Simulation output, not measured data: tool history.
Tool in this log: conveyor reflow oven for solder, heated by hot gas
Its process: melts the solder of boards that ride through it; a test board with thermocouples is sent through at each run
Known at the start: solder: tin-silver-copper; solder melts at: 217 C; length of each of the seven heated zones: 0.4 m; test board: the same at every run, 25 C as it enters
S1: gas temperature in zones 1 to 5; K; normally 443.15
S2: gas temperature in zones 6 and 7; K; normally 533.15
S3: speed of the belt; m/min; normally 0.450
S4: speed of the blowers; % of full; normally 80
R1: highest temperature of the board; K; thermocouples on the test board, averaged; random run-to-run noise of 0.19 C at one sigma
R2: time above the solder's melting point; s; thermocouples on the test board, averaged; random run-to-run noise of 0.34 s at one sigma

| run | hour | S1 | S2 | S3 | S4 | R1 | R2 |
|---|---|---|---|---|---|---|---|
| 1 | 0.0 | 443.15 | 533.15 | 0.450 | 80 | 521.05 | 75.8 |
|  | 20.1 | flux residue cleaned out of gas plates and filters |
| 2 | 48.1 | 443.15 | 533.15 | 0.450 | 80 | 524.45 | 80.4 |
| 3 | 82.4 | 443.15 | 533.15 | 0.450 | 80 | 524.45 | 81.0 |
| 4 | 140.1 | 443.15 | 533.15 | 0.450 | 84 | 524.85 | 81.2 |
| 5 | 172.7 | 443.15 | 533.15 | 0.450 | 84 | 524.55 | 81.0 |
| 6 | 226.5 | 443.15 | 533.15 | 0.450 | 84 | 524.35 | 80.4 |
| 7 | 287.2 | 443.15 | 533.15 | 0.450 | 84 | 524.25 | 80.4 |
| 8 | 329.0 | 443.15 | 533.15 | 0.450 | 84 | 523.95 | 80.4 |
| 9 | 370.3 | 443.15 | 533.15 | 0.450 | 84 | 523.85 | 80.2 |
| 10 | 408.1 | 443.15 | 533.15 | 0.450 | 84 | 523.35 | 79.6 |
| 11 | 457.6 | 443.15 | 533.15 | 0.362 | 80 | 527.65 | 106.2 |
|  | 467.3 | belt drive overhauled, speed set with a stopwatch |
| 12 | 489.2 | 443.15 | 533.15 | 0.362 | 80 | 527.55 | 107.2 |
|  | 515.7 | flux residue cleaned out of gas plates and filters |
| 13 | 547.4 | 443.15 | 533.15 | 0.362 | 80 | 529.75 | 111.9 |
| 14 | 578.2 | 443.15 | 533.15 | 0.403 | 62 | 524.95 | 93.6 |
| 15 | 622.6 | 443.15 | 533.15 | 0.403 | 62 | 525.35 | 92.2 |
| 16 | 677.0 | 432.15 | 533.15 | 0.403 | 62 | 523.75 | 86.0 |
| 17 | 722.4 | 429.15 | 533.15 | 0.390 | 56 | 522.85 | 85.2 |
| 18 | 767.4 | 429.15 | 538.15 | 0.376 | 81 | 532.65 | 102.5 |
|  | 814.2 | belt drive overhauled, speed set with a stopwatch, once more |
|  | 821.4 | thermocouples of zones 6 and 7 changed |
| 19 | 821.4 | 439.15 | 538.15 | 0.450 | 80 | 526.45 | 78.8 |

Pick out some run-to-run changes in R1. Of each, how much would a tool without hidden state show as well, from the settings, what came in and chance, and how much is left for the hidden state and any gauge scatter not in both results compared?
The hidden state here: heat that the gas passes to the board, % of a clean oven's; belt's true speed, % of the reading; true gas temperature in zones 6 and 7 over the reading, C; drift of the gauge itself on peak_c, C; drift of the gauge itself on liquid_s, %.
Run 17 -> 18: S2 533.15 -> 538.15, S3 0.390 -> 0.376, S4 56 -> 81. R1 +9.80 K: hidden state -0.30, all else +10.10.
Run 18 -> 19: S1 429.15 -> 439.15, S3 0.376 -> 0.450, S4 81 -> 80, belt drive overhauled, speed set with a stopwatch, once more, thermocouples of zones 6 and 7 changed. R1 -6.20 K: hidden state -3.40, all else -2.80.
